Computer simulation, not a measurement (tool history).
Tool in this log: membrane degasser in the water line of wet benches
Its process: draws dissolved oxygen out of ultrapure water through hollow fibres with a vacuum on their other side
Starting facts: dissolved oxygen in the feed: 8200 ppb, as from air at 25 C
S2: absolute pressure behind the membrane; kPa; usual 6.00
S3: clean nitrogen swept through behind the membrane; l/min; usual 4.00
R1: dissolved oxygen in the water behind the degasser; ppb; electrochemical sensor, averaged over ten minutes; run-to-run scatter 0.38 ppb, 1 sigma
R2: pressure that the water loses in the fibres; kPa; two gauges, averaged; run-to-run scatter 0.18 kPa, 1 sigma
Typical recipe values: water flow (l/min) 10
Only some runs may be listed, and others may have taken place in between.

run 1 hour=0.0 | water_flow_(l/min)=10 S2=6.00 S3=4.00 | R1=24.1 R2=35.36
run 2 hour=21.8 | water_flow_(l/min)=10 S2=6.00 S3=4.00 | R1=23.5 R2=35.30
run 3 hour=57.8 | water_flow_(l/min)=10 S2=6.00 S3=4.00 | R1=23.4 R2=35.33
run 4 hour=97.5 | water_flow_(l/min)=10 S2=6.00 S3=4.00 | R1=24.7 R2=35.16
run 5 hour=122.1 | water_flow_(l/min)=10 S2=6.00 S3=4.00 | R1=24.1 R2=35.42
run 6 hour=160.0 | water_flow_(l/min)=10 S2=6.00 S3=4.00 | R1=24.2 R2=35.09
run 7 hour=203.0 | water_flow_(l/min)=10 S2=6.00 S3=4.00 | R1=24.4 R2=35.18
run 8 hour=232.0 | water_flow_(l/min)=9 S2=6.00 S3=4.00 | R1=19.6 R2=31.67
run 9 hour=264.7 | water_flow_(l/min)=8 S2=6.00 S3=4.00 | R1=16.5 R2=28.47
run 10 hour=285.9 | water_flow_(l/min)=8 S2=6.00 S3=4.00 | R1=16.3 R2=28.37
run 11 hour=313.7 | water_flow_(l/min)=10 S2=6.00 S3=2.88 | R1=30.6 R2=35.20
run 12 hour=353.4 | water_flow_(l/min)=10 S2=7.10 S3=2.88 | R1=39.9 R2=35.47
run 13 hour=394.9 | water_flow_(l/min)=10 S2=7.10 S3=2.88 | R1=41.2 R2=35.09
run 14 hour=435.3 | water_flow_(l/min)=14 S2=11.13 S3=6.28 | R1=68.7 R2=49.43
run 15 hour=476.5 | water_flow_(l/min)=7 S2=3.89 S3=7.13 | R1=3.4 R2=24.66
run 16 hour=515.7 | water_flow_(l/min)=7 S2=3.89 S3=7.13 | R1=3.1 R2=24.63
run 17 hour=552.7 | water_flow_(l/min)=7 S2=3.89 S3=7.13 | R1=2.7 R2=24.96
run 18 hour=580.7 | water_flow_(l/min)=7 S2=9.63 S3=8.64 | R1=14.5 R2=24.79
run 19 hour=603.2 | water_flow_(l/min)=7 S2=12.74 S3=2.05 | R1=82.6 R2=24.82
run 20 hour=642.2 | water_flow_(l/min)=7 S2=12.74 S3=2.05 | R1=84.0 R2=24.66
run 21 hour=686.1 | water_flow_(l/min)=7 S2=12.74 S3=2.05 | R1=82.4 R2=25.02
run 22 hour=706.5 | water_flow_(l/min)=8 S2=3.64 S3=2.81 | R1=5.7 R2=28.34
run 23 hour=729.7 | water_flow_(l/min)=8 S2=3.64 S3=2.81 | R1=5.7 R2=28.58
run 24 hour=771.7 | water_flow_(l/min)=8 S2=3.64 S3=2.81 | R1=5.4 R2=28.03
run 25 hour=807.6 | water_flow_(l/min)=12 S2=14.82 S3=7.55 | R1=59.7 R2=42.52
run 26 hour=848.7 | water_flow_(l/min)=12 S2=14.82 S3=7.55 | R1=60.5 R2=42.34

Results per run with the tool's hidden condition removed, run-to-run variation unchanged:
Unlogged tool condition in this case: membrane still open, %; true pressure behind the membrane over the reading, kPa; air that leaks in behind the membrane, l/min; drift of the gauge itself on oxygen_ppb, %; drift of the gauge itself on loss_of_pressure_kpa, %.
run=1 R1=23.9 R2=35.23
run=2 R1=23.4 R2=35.17
run=3 R1=23.3 R2=35.20
run=4 R1=24.6 R2=35.02
run=5 R1=23.9 R2=35.28
run=6 R1=24.0 R2=34.94
run=7 R1=24.2 R2=35.03
run=8 R1=19.4 R2=31.53
run=9 R1=16.4 R2=28.34
run=10 R1=16.1 R2=28.24
run=11 R1=30.3 R2=35.03
run=12 R1=39.5 R2=35.30
run=13 R1=40.7 R2=34.91
run=14 R1=67.6 R2=49.18
run=15 R1=3.4 R2=24.53
run=16 R1=3.1 R2=24.50
run=17 R1=2.7 R2=24.82
run=18 R1=14.2 R2=24.65
run=19 R1=81.0 R2=24.67
run=20 R1=82.4 R2=24.52
run=21 R1=80.8 R2=24.87
run=22 R1=5.6 R2=28.16
run=23 R1=5.6 R2=28.41
run=24 R1=5.3 R2=27.85
run=25 R1=58.5 R2=42.25
run=26 R1=59.4 R2=42.06
